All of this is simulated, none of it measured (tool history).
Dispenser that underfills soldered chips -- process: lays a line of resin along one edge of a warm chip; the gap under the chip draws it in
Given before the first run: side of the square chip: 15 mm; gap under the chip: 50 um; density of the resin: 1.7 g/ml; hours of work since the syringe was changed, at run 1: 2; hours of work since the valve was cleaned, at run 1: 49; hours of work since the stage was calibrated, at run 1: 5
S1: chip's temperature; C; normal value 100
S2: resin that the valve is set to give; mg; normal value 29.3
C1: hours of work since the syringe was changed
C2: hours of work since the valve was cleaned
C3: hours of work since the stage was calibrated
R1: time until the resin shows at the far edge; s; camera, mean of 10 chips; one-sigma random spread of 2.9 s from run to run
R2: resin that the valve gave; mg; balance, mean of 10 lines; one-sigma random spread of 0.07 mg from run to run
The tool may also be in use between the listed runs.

run,day,S1,S2,C1,C2,C3,R1,R2
1,0.000,100,29.3,2,49,5,327.2,28.42
2,0.125,100,29.3,4,51,7,395.1,28.30
# day 0.321: dispensing valve cleaned and set on the balance
# day 0.367: new syringe of resin
3,0.396,100,29.4,0,1,11,303.5,29.38
4,0.621,100,31.6,4,5,15,399.1,31.44
# day 0.812: new syringe of resin
5,0.812,100,29.3,0,7,17,288.1,29.25
6,0.996,100,29.3,3,10,20,369.8,29.17
7,1.129,100,27.1,5,13,22,434.7,26.83
# day 1.267: new syringe of resin
8,1.362,100,27.1,2,16,26,330.0,26.82
9,1.558,114,29.3,5,19,29,286.2,28.95
10,1.671,114,29.3,6,21,31,325.3,28.82
# day 1.717: new syringe of resin
11,1.883,114,29.3,3,24,34,241.3,28.96
12,2.079,100,29.4,6,27,37,467.8,28.91
# day 2.158: new syringe of resin
13,2.275,100,29.4,2,30,40,338.8,28.84
14,2.496,95,29.4,5,34,44,518.1,28.64
# day 2.592: new syringe of resin
15,2.654,95,29.4,1,36,46,365.8,28.75
16,2.817,95,29.4,4,39,49,454.2,28.61
17,3.012,95,29.4,7,42,52,568.0,28.60
# day 3.038: new syringe of resin
18,3.275,100,29.3,4,46,56,397.2,28.46
# day 3.471: new syringe of resin
19,3.529,100,29.3,1,50,60,312.7,28.35
# day 3.775: dispensing valve cleaned and set on the balance
20,3.804,100,29.3,5,1,63,421.2,29.31
# day 3.967: new syringe of resin
21,4.004,100,29.3,1,4,66,303.8,29.37
22,4.250,100,29.3,5,7,70,415.5,29.18
23,4.358,100,29.3,6,9,72,478.7,29.19
# day 4.400: new syringe of resin
24,4.533,107,30.1,2,12,75,275.2,29.89
25,4.654,111,30.6,4,14,77,279.0,30.50
# day 4.838: new syringe of resin
26,4.846,105,33.4,0,17,80,254.5,33.08
27,5.071,95,29.1,4,20,83,462.8,28.74
28,5.233,95,29.1,6,23,86,569.3,28.57
# day 5.279: new syringe of resin
29,5.492,105,31.6,3,27,90,322.6,31.06
30,5.600,115,34.8,5,28,91,281.0,34.17
# day 5.725: new syringe of resin
31,5.846,115,34.8,2,32,95,220.5,34.06
32,5.971,99,35.1,4,34,97,404.8,34.17
# day 6.162: new syringe of resin
33,6.179,99,35.1,0,37,100,304.3,34.22
34,6.312,111,29.3,2,39,102,254.4,28.69
35,6.562,111,29.3,6,43,106,355.5,28.46
# day 6.612: new syringe of resin
36,6.729,111,30.9,2,46,109,243.6,29.92
37,6.862,111,33.1,4,48,111,288.5,32.05

Forecast each of these 3 alternatives for the next run:
# day 7.062: new syringe of resin
A,7.121,103,29.3,1,52,115,?,?
# day 7.062: new syringe of resin
B,7.121,109,27.4,1,52,115,?,?
# day 7.062: new syringe of resin
C,7.121,114,35.2,1,52,115,?,?

run,R1,R2
A,290.6,28.34
B,248.2,26.46
C,208.0,34.02
What these runs would have given with no unlogged condition in the tool:
run,R1,R2
A,268.6,29.37
B,229.0,27.42
C,192.9,35.25

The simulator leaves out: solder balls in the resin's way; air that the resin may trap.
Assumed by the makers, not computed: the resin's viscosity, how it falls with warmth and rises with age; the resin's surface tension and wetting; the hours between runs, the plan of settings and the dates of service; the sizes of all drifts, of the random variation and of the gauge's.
